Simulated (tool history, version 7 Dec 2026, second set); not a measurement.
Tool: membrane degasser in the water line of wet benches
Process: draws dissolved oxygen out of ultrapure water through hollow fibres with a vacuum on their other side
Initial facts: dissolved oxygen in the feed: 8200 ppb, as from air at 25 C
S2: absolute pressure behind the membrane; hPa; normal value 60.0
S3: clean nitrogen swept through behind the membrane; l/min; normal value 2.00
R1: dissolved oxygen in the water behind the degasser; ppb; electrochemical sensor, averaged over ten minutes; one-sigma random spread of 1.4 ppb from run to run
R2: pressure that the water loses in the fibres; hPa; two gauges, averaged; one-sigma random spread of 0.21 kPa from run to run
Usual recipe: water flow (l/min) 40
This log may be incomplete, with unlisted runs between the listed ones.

Run 1, hour 0.0: usual settings. Result: R1 137.5 ppb, R2 487.3 hPa.
Run 2, hour 28.3: usual settings. Result: R1 133.4 ppb, R2 486.7 hPa.
Run 3, hour 67.5: usual settings. Result: R1 132.7 ppb, R2 488.5 hPa.
Run 4, hour 111.1: usual settings but water flow (l/min) 27. Result: R1 88.4 ppb, R2 331.7 hPa.
Run 5, hour 154.0: usual settings but water flow (l/min) 27. Result: R1 86.9 ppb, R2 331.3 hPa.
Run 6, hour 172.7: usual settings but water flow (l/min) 27. Result: R1 88.4 ppb, R2 331.0 hPa.
Run 7, hour 199.9: usual settings but water flow (l/min) 27. Result: R1 87.5 ppb, R2 336.0 hPa.
At hour 208.9: vacuum gauge calibrated.
Run 8, hour 234.2: usual settings but water flow (l/min) 24, S2 68.6 hPa, S3 1.09 l/min. Result: R1 174.9 ppb, R2 296.4 hPa.
Run 9, hour 268.4: usual settings but S2 41.5 hPa, S3 1.38 l/min. Result: R1 68.3 ppb, R2 496.0 hPa.
Run 10, hour 297.7: usual settings but water flow (l/min) 32, S2 56.8 hPa, S3 1.76 l/min. Result: R1 103.1 ppb, R2 397.5 hPa.
Run 11, hour 343.6: usual settings but water flow (l/min) 56, S2 142.5 hPa, S3 1.40 l/min. Result: R1 863.1 ppb, R2 688.0 hPa.
Run 12, hour 388.2: usual settings but water flow (l/min) 34, S2 47.3 hPa, S3 2.99 l/min. Result: R1 46.2 ppb, R2 424.3 hPa.
Run 13, hour 412.1: usual settings but water flow (l/min) 34, S2 47.3 hPa, S3 2.99 l/min. Result: R1 45.3 ppb, R2 425.0 hPa.

Predict each of these 4 candidate next runs independently; none follows another, all start after run 13:
Run A, hour 441.3: usual settings but S3 1.23 l/min. Result: R1 ?, R2 ?.
Run B, hour 441.3: usual settings but water flow (l/min) 34, S2 129.9 hPa, S3 2.11 l/min. Result: R1 ?, R2 ?.
Run C, hour 441.3: usual settings but water flow (l/min) 32, S2 37.5 hPa, S3 4.78 l/min. Result: R1 ?, R2 ?.
Run D, hour 441.3: usual settings but water flow (l/min) 29, S2 103.8 hPa, S3 2.99 l/min. Result: R1 ?, R2 ?.

run     R1     R2
  A  199.0  499.2
  B  346.9  425.4
  C   11.9  396.3
  D  161.8  360.7
Had the tool no hidden state, the same runs would have come out as:
run     R1     R2
  A  199.0  489.4
  B  346.9  417.0
  C   11.9  388.5
  D  161.8  353.6
